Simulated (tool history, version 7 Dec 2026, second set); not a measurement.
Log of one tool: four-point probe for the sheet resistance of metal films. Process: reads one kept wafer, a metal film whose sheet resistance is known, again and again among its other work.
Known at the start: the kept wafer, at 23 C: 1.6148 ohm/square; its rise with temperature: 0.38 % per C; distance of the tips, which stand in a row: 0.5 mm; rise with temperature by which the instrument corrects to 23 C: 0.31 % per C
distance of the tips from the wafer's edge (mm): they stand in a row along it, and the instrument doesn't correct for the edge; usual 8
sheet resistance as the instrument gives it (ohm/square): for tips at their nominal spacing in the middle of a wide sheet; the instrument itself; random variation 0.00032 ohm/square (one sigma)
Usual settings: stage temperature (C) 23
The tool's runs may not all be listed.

| run | hour | stage temperature (C) | distance of the tips from the wafer's edge (mm) | sheet resistance as the instrument gives it (ohm/square) |
|---|---|---|---|---|
| 1 | 0 | 23 | 8 | 1.615734 |
| 2 | 18.3 | 23 | 8 | 1.614914 |
| 3 | 33.3 | 23 | 13 | 1.613709 |
| 4 | 62 | 23 | 13 | 1.613161 |
| 5 | 84.7 | 23 | 14 | 1.613006 |
| 6 | 110.4 | 23 | 14 | 1.613124 |
| 7 | 136.1 | 23 | 14 | 1.61283 |
| 8 | 150.2 | 23 | 14 | 1.613266 |
| 9 | 174 | 34 | 14 | 1.623972 |
| 10 | 188.3 | 35 | 8 | 1.627252 |
| 11 | 201.9 | 35 | 8 | 1.627485 |
| 12 | 230.4 | 35 | 8 | 1.626911 |
| 13 | 255.6 | 35 | 8 | 1.627299 |

Hidden state or all else? Some run-to-run changes of sheet resistance as the instrument gives it (ohm/square), split into what the settings, what came in and random variation would give without the hidden state, and what is left for the hidden state (with any gauge scatter that isn't in both results):
The hidden state here: inner tips' distance over the nominal, %; tips' flats over new ones', %; wafer's true temperature over the reading, C; drift of the gauge itself on sheet_ohm, %.
Run 3 -> 4: no setting changed, nothing entered. sheet resistance as the instrument gives it (ohm/square) -0.000548: hidden state -0.000044, all else -0.000504.
Run 8 -> 9: stage temperature (C) 23 -> 34. sheet resistance as the instrument gives it (ohm/square) +0.010706: hidden state -0.000039, all else +0.010745.
